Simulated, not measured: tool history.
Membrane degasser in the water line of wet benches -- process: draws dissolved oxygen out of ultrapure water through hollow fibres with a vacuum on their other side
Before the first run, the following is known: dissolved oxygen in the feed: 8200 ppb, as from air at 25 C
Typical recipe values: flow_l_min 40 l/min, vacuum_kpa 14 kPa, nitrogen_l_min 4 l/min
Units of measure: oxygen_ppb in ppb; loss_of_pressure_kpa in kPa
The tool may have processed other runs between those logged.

{"run": 1, "day": 0.0, "flow_l_min": 40, "vacuum_kpa": 14, "nitrogen_l_min": 4, "oxygen_ppb": 258.5, "loss_of_pressure_kpa": 56.32}
{"run": 2, "day": 4.475, "flow_l_min": 54, "vacuum_kpa": 14, "nitrogen_l_min": 4, "oxygen_ppb": 344.6, "loss_of_pressure_kpa": 75.95}
{"run": 3, "day": 7.788, "flow_l_min": 40, "vacuum_kpa": 34.4, "nitrogen_l_min": 4, "oxygen_ppb": 686.9, "loss_of_pressure_kpa": 56.31}
{"run": 4, "day": 11.496, "flow_l_min": 40, "vacuum_kpa": 34.4, "nitrogen_l_min": 4, "oxygen_ppb": 688.8, "loss_of_pressure_kpa": 56.1}
{"run": 5, "day": 15.558, "flow_l_min": 40, "vacuum_kpa": 34.4, "nitrogen_l_min": 4, "oxygen_ppb": 688.6, "loss_of_pressure_kpa": 55.76}
{"run": 6, "day": 20.188, "flow_l_min": 40, "vacuum_kpa": 34.4, "nitrogen_l_min": 4, "oxygen_ppb": 706.5, "loss_of_pressure_kpa": 56.14}
{"run": 7, "day": 24.521, "flow_l_min": 40, "vacuum_kpa": 14, "nitrogen_l_min": 8.52, "oxygen_ppb": 135.6, "loss_of_pressure_kpa": 55.96}
{"run": 8, "day": 27.675, "flow_l_min": 40, "vacuum_kpa": 14, "nitrogen_l_min": 8.52, "oxygen_ppb": 136, "loss_of_pressure_kpa": 55.94}
{"run": 9, "day": 32.779, "flow_l_min": 40, "vacuum_kpa": 14, "nitrogen_l_min": 8.52, "oxygen_ppb": 135.1, "loss_of_pressure_kpa": 55.65}
{"run": 10, "day": 37.567, "flow_l_min": 40, "vacuum_kpa": 14, "nitrogen_l_min": 8.52, "oxygen_ppb": 135.4, "loss_of_pressure_kpa": 56.06}
{"run": 11, "day": 40.542, "flow_l_min": 49, "vacuum_kpa": 14, "nitrogen_l_min": 4, "oxygen_ppb": 320.3, "loss_of_pressure_kpa": 68.78}
{"run": 12, "day": 43.108, "flow_l_min": 49, "vacuum_kpa": 14, "nitrogen_l_min": 4, "oxygen_ppb": 319.8, "loss_of_pressure_kpa": 68.3}
{"day": 47.138, "done": "vacuum gauge calibrated"}
{"run": 13, "day": 48.742, "flow_l_min": 40, "vacuum_kpa": 14, "nitrogen_l_min": 4, "oxygen_ppb": 259.8, "loss_of_pressure_kpa": 55.64}
{"run": 14, "day": 54.467, "flow_l_min": 40, "vacuum_kpa": 14, "nitrogen_l_min": 4, "oxygen_ppb": 263.4, "loss_of_pressure_kpa": 55.58}
{"run": 15, "day": 59.608, "flow_l_min": 40, "vacuum_kpa": 14, "nitrogen_l_min": 4, "oxygen_ppb": 262.3, "loss_of_pressure_kpa": 55.19}
{"run": 16, "day": 63.908, "flow_l_min": 40, "vacuum_kpa": 14, "nitrogen_l_min": 4, "oxygen_ppb": 261, "loss_of_pressure_kpa": 55.15}
{"run": 17, "day": 67.517, "flow_l_min": 34, "vacuum_kpa": 14, "nitrogen_l_min": 1.85, "oxygen_ppb": 435, "loss_of_pressure_kpa": 47.01}
{"run": 18, "day": 70.096, "flow_l_min": 26, "vacuum_kpa": 28, "nitrogen_l_min": 2.71, "oxygen_ppb": 534.3, "loss_of_pressure_kpa": 36.04}
{"run": 19, "day": 73.929, "flow_l_min": 25, "vacuum_kpa": 17.6, "nitrogen_l_min": 7.86, "oxygen_ppb": 115.4, "loss_of_pressure_kpa": 34.38}
{"run": 20, "day": 78.317, "flow_l_min": 63, "vacuum_kpa": 19.8, "nitrogen_l_min": 1.8, "oxygen_ppb": 1091.8, "loss_of_pressure_kpa": 86.75}
{"run": 21, "day": 83.154, "flow_l_min": 63, "vacuum_kpa": 19.8, "nitrogen_l_min": 1.8, "oxygen_ppb": 1067, "loss_of_pressure_kpa": 86.97}
{"run": 22, "day": 86.371, "flow_l_min": 63, "vacuum_kpa": 19.8, "nitrogen_l_min": 1.8, "oxygen_ppb": 1090, "loss_of_pressure_kpa": 87.14}
{"run": 23, "day": 91.075, "flow_l_min": 36, "vacuum_kpa": 13.6, "nitrogen_l_min": 4.38, "oxygen_ppb": 209.4, "loss_of_pressure_kpa": 49.64}
{"run": 24, "day": 94.275, "flow_l_min": 57, "vacuum_kpa": 11.3, "nitrogen_l_min": 4.8, "oxygen_ppb": 245.4, "loss_of_pressure_kpa": 78.41}
{"run": 25, "day": 99.621, "flow_l_min": 25, "vacuum_kpa": 14, "nitrogen_l_min": 4, "oxygen_ppb": 165.6, "loss_of_pressure_kpa": 34.44}
{"run": 26, "day": 103.879, "flow_l_min": 40, "vacuum_kpa": 14, "nitrogen_l_min": 2.38, "oxygen_ppb": 404.3, "loss_of_pressure_kpa": 55.11}
{"day": 107.45, "done": "seals of the vacuum lines changed"}
{"run": 27, "day": 107.921, "flow_l_min": 40, "vacuum_kpa": 15.1, "nitrogen_l_min": 6.93, "oxygen_ppb": 176, "loss_of_pressure_kpa": 54.79}
{"run": 28, "day": 113.871, "flow_l_min": 40, "vacuum_kpa": 28, "nitrogen_l_min": 6.96, "oxygen_ppb": 343.4, "loss_of_pressure_kpa": 54.67}
{"run": 29, "day": 117.912, "flow_l_min": 41, "vacuum_kpa": 14, "nitrogen_l_min": 11.1, "oxygen_ppb": 111.2, "loss_of_pressure_kpa": 55.81}
{"day": 121.117, "done": "gauge calibrated"}
{"run": 30, "day": 123.192, "flow_l_min": 41, "vacuum_kpa": 14, "nitrogen_l_min": 11.1, "oxygen_ppb": 112.2, "loss_of_pressure_kpa": 57.55}
{"run": 31, "day": 128.604, "flow_l_min": 40, "vacuum_kpa": 26.9, "nitrogen_l_min": 6.46, "oxygen_ppb": 353.2, "loss_of_pressure_kpa": 56.09}
{"run": 32, "day": 132.192, "flow_l_min": 40, "vacuum_kpa": 14, "nitrogen_l_min": 9.28, "oxygen_ppb": 125.7, "loss_of_pressure_kpa": 55.84}

Per-run results on a tool with no hidden state, each run keeping its own random variation:
The tool's hidden condition here consists of: membrane still open, %; true pressure behind the membrane over the reading, kPa; air that leaks in behind the membrane, l/min; drift of the gauge itself on oxygen_ppb, %; drift of the gauge itself on loss_of_pressure_kpa, %.
run=1 loss_of_pressure_kpa=56.27
run=2 loss_of_pressure_kpa=75.97
run=3 loss_of_pressure_kpa=56.37
run=4 loss_of_pressure_kpa=56.2
run=5 loss_of_pressure_kpa=55.92
run=6 loss_of_pressure_kpa=56.35
run=7 loss_of_pressure_kpa=56.23
run=8 loss_of_pressure_kpa=56.25
run=9 loss_of_pressure_kpa=56.03
run=10 loss_of_pressure_kpa=56.49
run=11 loss_of_pressure_kpa=69.36
run=12 loss_of_pressure_kpa=68.93
run=13 loss_of_pressure_kpa=56.22
run=14 loss_of_pressure_kpa=56.24
run=15 loss_of_pressure_kpa=55.91
run=16 loss_of_pressure_kpa=55.93
run=17 loss_of_pressure_kpa=47.71
run=18 loss_of_pressure_kpa=36.6
run=19 loss_of_pressure_kpa=34.95
run=20 loss_of_pressure_kpa=88.26
run=21 loss_of_pressure_kpa=88.58
run=22 loss_of_pressure_kpa=88.82
run=23 loss_of_pressure_kpa=50.65
run=24 loss_of_pressure_kpa=80.07
run=25 loss_of_pressure_kpa=35.21
run=26 loss_of_pressure_kpa=56.41
run=27 loss_of_pressure_kpa=56.13
run=28 loss_of_pressure_kpa=56.08
run=29 loss_of_pressure_kpa=57.31
run=30 loss_of_pressure_kpa=57.48
run=31 loss_of_pressure_kpa=56.09
run=32 loss_of_pressure_kpa=55.89
oxygen_ppb: within 0.6 ppb of the measured result in every run.

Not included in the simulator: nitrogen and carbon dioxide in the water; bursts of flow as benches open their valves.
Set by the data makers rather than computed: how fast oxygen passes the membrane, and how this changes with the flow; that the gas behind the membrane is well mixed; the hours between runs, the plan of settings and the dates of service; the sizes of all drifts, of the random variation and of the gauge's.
